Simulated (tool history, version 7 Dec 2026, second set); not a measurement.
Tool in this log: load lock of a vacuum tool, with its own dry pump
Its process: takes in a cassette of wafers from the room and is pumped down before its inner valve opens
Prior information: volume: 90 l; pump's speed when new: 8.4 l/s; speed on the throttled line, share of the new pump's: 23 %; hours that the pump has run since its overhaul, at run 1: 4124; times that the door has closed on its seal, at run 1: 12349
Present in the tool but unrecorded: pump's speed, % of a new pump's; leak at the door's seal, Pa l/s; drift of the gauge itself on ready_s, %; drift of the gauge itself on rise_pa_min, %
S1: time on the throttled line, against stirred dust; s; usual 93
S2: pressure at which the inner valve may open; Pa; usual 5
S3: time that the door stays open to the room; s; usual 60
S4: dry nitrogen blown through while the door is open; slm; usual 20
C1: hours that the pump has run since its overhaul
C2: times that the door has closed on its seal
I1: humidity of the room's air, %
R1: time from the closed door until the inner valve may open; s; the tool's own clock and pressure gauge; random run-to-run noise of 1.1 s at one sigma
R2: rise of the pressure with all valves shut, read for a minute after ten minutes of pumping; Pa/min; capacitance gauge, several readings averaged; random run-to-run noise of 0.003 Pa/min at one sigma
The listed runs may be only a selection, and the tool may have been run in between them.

{"run": 1, "hour": 0.0, "S1": 93, "S2": 5, "S3": 60, "S4": 20, "C1": 4124, "C2": 12349, "I1": 41.9, "R1": 178.1, "R2": 0.014}
{"run": 2, "hour": 235.0, "S1": 93, "S2": 5, "S3": 60, "S4": 20, "C1": 4359, "C2": 13184, "I1": 43.3, "R1": 178.4, "R2": 0.02}
{"run": 3, "hour": 402.0, "S1": 93, "S2": 5, "S3": 60, "S4": 20, "C1": 4526, "C2": 13777, "I1": 45.7, "R1": 180.1, "R2": 0.021}
{"run": 4, "hour": 532.5, "S1": 93, "S2": 5, "S3": 60, "S4": 20, "C1": 4657, "C2": 14241, "I1": 47.4, "R1": 178.3, "R2": 0.015}
{"run": 5, "hour": 752.3, "S1": 93, "S2": 5, "S3": 49, "S4": 20, "C1": 4877, "C2": 15021, "I1": 47.0, "R1": 177.2, "R2": 0.014}
{"run": 6, "hour": 957.1, "S1": 93, "S2": 5, "S3": 49, "S4": 20, "C1": 5082, "C2": 15749, "I1": 44.6, "R1": 179.2, "R2": 0.017}
{"run": 7, "hour": 1077.6, "S1": 93, "S2": 5, "S3": 69, "S4": 20, "C1": 5202, "C2": 16176, "I1": 47.1, "R1": 179.1, "R2": 0.019}
{"run": 8, "hour": 1193.1, "S1": 93, "S2": 5, "S3": 69, "S4": 20, "C1": 5317, "C2": 16586, "I1": 43.0, "R1": 180.5, "R2": 0.016}
{"run": 9, "hour": 1324.9, "S1": 93, "S2": 5, "S3": 60, "S4": 20, "C1": 5449, "C2": 17055, "I1": 43.4, "R1": 176.6, "R2": 0.014}
{"run": 10, "hour": 1501.7, "S1": 93, "S2": 5, "S3": 60, "S4": 20, "C1": 5626, "C2": 17683, "I1": 46.3, "R1": 179.6, "R2": 0.015}
{"run": 11, "hour": 1608.6, "S1": 93, "S2": 5, "S3": 60, "S4": 20, "C1": 5733, "C2": 18062, "I1": 49.1, "R1": 180.2, "R2": 0.016}
{"run": 12, "hour": 1752.3, "S1": 93, "S2": 5, "S3": 60, "S4": 20, "C1": 5877, "C2": 18573, "I1": 46.0, "R1": 178.6, "R2": 0.02}
{"run": 13, "hour": 1860.9, "S1": 93, "S2": 8, "S3": 60, "S4": 20, "C1": 5985, "C2": 18958, "I1": 44.7, "R1": 173.8, "R2": 0.017}
{"run": 14, "hour": 2021.3, "S1": 93, "S2": 8, "S3": 165, "S4": 20, "C1": 6146, "C2": 19528, "I1": 46.2, "R1": 172.8, "R2": 0.026}
{"run": 15, "hour": 2159.0, "S1": 93, "S2": 5, "S3": 60, "S4": 20, "C1": 6283, "C2": 20017, "I1": 44.4, "R1": 177.8, "R2": 0.02}
{"run": 16, "hour": 2400.2, "S1": 93, "S2": 5, "S3": 60, "S4": 20, "C1": 6525, "C2": 20874, "I1": 46.9, "R1": 180.8, "R2": 0.016}
{"run": 17, "hour": 2574.8, "S1": 93, "S2": 5, "S3": 60, "S4": 20, "C1": 6699, "C2": 21494, "I1": 48.3, "R1": 178.3, "R2": 0.022}
{"run": 18, "hour": 2817.9, "S1": 93, "S2": 5, "S3": 60, "S4": 20, "C1": 6942, "C2": 22357, "I1": 45.0, "R1": 180.3, "R2": 0.02}
{"run": 19, "hour": 3067.3, "S1": 91, "S2": 5, "S3": 28, "S4": 10, "C1": 7192, "C2": 23243, "I1": 46.9, "R1": 175.8, "R2": 0.019}
{"run": 20, "hour": 3222.9, "S1": 91, "S2": 7, "S3": 64, "S4": 10, "C1": 7347, "C2": 23795, "I1": 46.3, "R1": 172.3, "R2": 0.023}
{"run": 21, "hour": 3340.0, "S1": 72, "S2": 5, "S3": 51, "S4": 21, "C1": 7464, "C2": 24211, "I1": 44.7, "R1": 161.7, "R2": 0.015}
{"run": 22, "hour": 3534.3, "S1": 72, "S2": 5, "S3": 51, "S4": 21, "C1": 7659, "C2": 24901, "I1": 43.3, "R1": 161.7, "R2": 0.013}
{"run": 23, "hour": 3665.2, "S1": 72, "S2": 5, "S3": 51, "S4": 21, "C1": 7790, "C2": 25366, "I1": 45.0, "R1": 161.8, "R2": 0.013}
{"run": 24, "hour": 3817.1, "S1": 72, "S2": 5, "S3": 51, "S4": 21, "C1": 7941, "C2": 25905, "I1": 44.7, "R1": 161.4, "R2": 0.011}
{"run": 25, "hour": 3944.6, "S1": 72, "S2": 5, "S3": 137, "S4": 8, "C1": 8069, "C2": 26358, "I1": 46.7, "R1": 161.8, "R2": 0.036}
{"run": 26, "hour": 4113.7, "S1": 46, "S2": 7, "S3": 60, "S4": 6, "C1": 8238, "C2": 26959, "I1": 47.2, "R1": 138.7, "R2": 0.032}
{"run": 27, "hour": 4256.2, "S1": 46, "S2": 7, "S3": 60, "S4": 8, "C1": 8381, "C2": 27465, "I1": 47.0, "R1": 139.5, "R2": 0.025}
{"run": 28, "hour": 4456.8, "S1": 46, "S2": 4, "S3": 60, "S4": 24, "C1": 8581, "C2": 28177, "I1": 43.3, "R1": 143.9, "R2": 0.014}
{"run": 29, "hour": 4621.9, "S1": 46, "S2": 4, "S3": 60, "S4": 24, "C1": 8746, "C2": 28763, "I1": 44.0, "R1": 143.8, "R2": 0.015}
{"run": 30, "hour": 4767.9, "S1": 46, "S2": 4, "S3": 26, "S4": 24, "C1": 8892, "C2": 29282, "I1": 43.5, "R1": 145.1, "R2": 0.007}
{"run": 31, "hour": 4933.4, "S1": 93, "S2": 8, "S3": 50, "S4": 7, "C1": 9058, "C2": 29870, "I1": 44.2, "R1": 176.0, "R2": 0.02}
{"run": 32, "hour": 5068.6, "S1": 93, "S2": 8, "S3": 50, "S4": 7, "C1": 9193, "C2": 30350, "I1": 46.5, "R1": 174.0, "R2": 0.028}
{"run": 33, "hour": 5228.8, "S1": 181, "S2": 8, "S3": 221, "S4": 6, "C1": 9353, "C2": 30919, "I1": 43.1, "R1": 241.9, "R2": 0.039}
{"run": 34, "hour": 5426.9, "S1": 181, "S2": 8, "S3": 221, "S4": 6, "C1": 9551, "C2": 31623, "I1": 45.2, "R1": 241.8, "R2": 0.04}
{"run": 35, "hour": 5568.1, "S1": 181, "S2": 8, "S3": 221, "S4": 6, "C1": 9693, "C2": 32124, "I1": 48.0, "R1": 238.5, "R2": 0.048}
{"run": 36, "hour": 5818.3, "S1": 48, "S2": 4, "S3": 46, "S4": 17, "C1": 9943, "C2": 33013, "I1": 46.5, "R1": 146.6, "R2": 0.013}

Below are 3 alternative next runs, each starting from the tool's condition after run 36. Predict each:
{"run": "A", "hour": 6049.7, "S1": 93, "S2": 5, "S3": 60, "S4": 29, "C1": 10174, "C2": 33834, "I1": 46.8, "R1": "?", "R2": "?"}
{"run": "B", "hour": 6049.7, "S1": 135, "S2": 4, "S3": 80, "S4": 20, "C1": 10174, "C2": 33834, "I1": 46.7, "R1": "?", "R2": "?"}
{"run": "C", "hour": 6049.7, "S1": 93, "S2": 5, "S3": 60, "S4": 25, "C1": 10174, "C2": 33834, "I1": 46.4, "R1": "?", "R2": "?"}

run=A R1=177.7 R2=0.018
run=B R1=213.5 R2=0.020
run=C R1=178.2 R2=0.014
Without the tool's hidden state the same runs would have given:
run=A R1=177.6 R2=0.018
run=B R1=213.4 R2=0.019
run=C R1=178.2 R2=0.013

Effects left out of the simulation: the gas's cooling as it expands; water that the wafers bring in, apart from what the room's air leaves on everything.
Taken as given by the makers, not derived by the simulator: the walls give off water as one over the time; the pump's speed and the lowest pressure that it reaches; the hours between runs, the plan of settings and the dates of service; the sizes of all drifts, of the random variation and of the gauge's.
